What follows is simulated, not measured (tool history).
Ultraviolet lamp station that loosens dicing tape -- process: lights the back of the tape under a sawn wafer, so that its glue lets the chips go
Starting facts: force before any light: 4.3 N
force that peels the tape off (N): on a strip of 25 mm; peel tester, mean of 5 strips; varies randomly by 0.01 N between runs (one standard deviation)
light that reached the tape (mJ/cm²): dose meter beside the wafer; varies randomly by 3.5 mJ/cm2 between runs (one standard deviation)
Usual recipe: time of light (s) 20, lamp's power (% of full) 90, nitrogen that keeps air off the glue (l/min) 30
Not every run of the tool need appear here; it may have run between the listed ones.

run	day	time of light (s)	lamp's power (% of full)	nitrogen that keeps air off the glue (l/min)	force that peels the tape off (N)	light that reached the tape (mJ/cm²)
1	0.000	20	90	30	0.610	452
2	0.471	20	90	56	0.552	447
3	0.879	20	90	30	0.621	445
4	1.225	20	91	30	0.634	445
5	1.696	14	91	30	1.024	310
6	2.067	14	91	15	1.200	310
7	2.321	20	90	30	0.643	440
8	2.696	13	90	30	1.171	280
9	3.004	13	90	30	1.193	285
10	3.375	13	90	30	1.117	276
11	3.754	21	90	30	0.633	451
12	4.150	20	90	35	0.659	423
13	4.571	12	90	30	1.355	257
14	5.021	12	90	30	1.330	249
15	5.225	12	90	30	1.271	252
16	5.604	20	90	30	0.701	417
17	6.088	20	90	30	0.708	415
18	6.296	20	90	30	0.696	407
19	6.554	20	90	30	0.715	406
20	6.796	20	90	30	0.711	408
21	7.079	20	90	30	0.723	409
22	7.379	25	60	10	1.214	340
23	7.729	25	60	10	1.173	339
24	8.033	14	71	19	1.605	223
25	8.404	20	69	43	0.989	310
# day 8.554: window cleaned of glue's vapour
26	8.846	29	61	11	0.866	432
27	9.212	29	91	10	0.496	646
28	9.508	29	91	10	0.517	640
29	9.938	29	91	10	0.494	635
30	10.362	29	91	10	0.520	636
31	10.671	24	90	13	0.629	513
32	10.954	24	69	34	0.726	400
33	11.212	20	90	46	0.586	429
34	11.521	19	90	30	0.723	407
35	12.008	19	90	30	0.713	406
36	12.471	20	71	30	0.954	331
37	12.908	37	70	24	0.437	601
38	13.200	37	95	15	0.325	817
39	13.508	17	73	50	1.035	285
40	13.821	26	78	39	0.563	464
41	14.038	26	78	39	0.566	464
42	14.262	36	87	39	0.312	711

Forecast each of these 5 alternatives for the next run:
A	14.671	15	99	39	?	?
B	14.671	32	90	17	?	?
C	14.671	11	61	30	?	?
D	14.671	40	68	15	?	?
E	14.671	23	95	25	?	?

run	force that peels the tape off (N)	light that reached the tape (mJ/cm²)
A	0.879	336
B	0.418	648
C	2.049	154
D	0.467	619
E	0.564	492
The same runs, with their run-to-run variation unchanged, on a tool lacking any hidden condition would have given:
run	force that peels the tape off (N)	light that reached the tape (mJ/cm²)
A	0.547	466
B	0.282	897
C	1.571	212
D	0.306	857
E	0.357	683
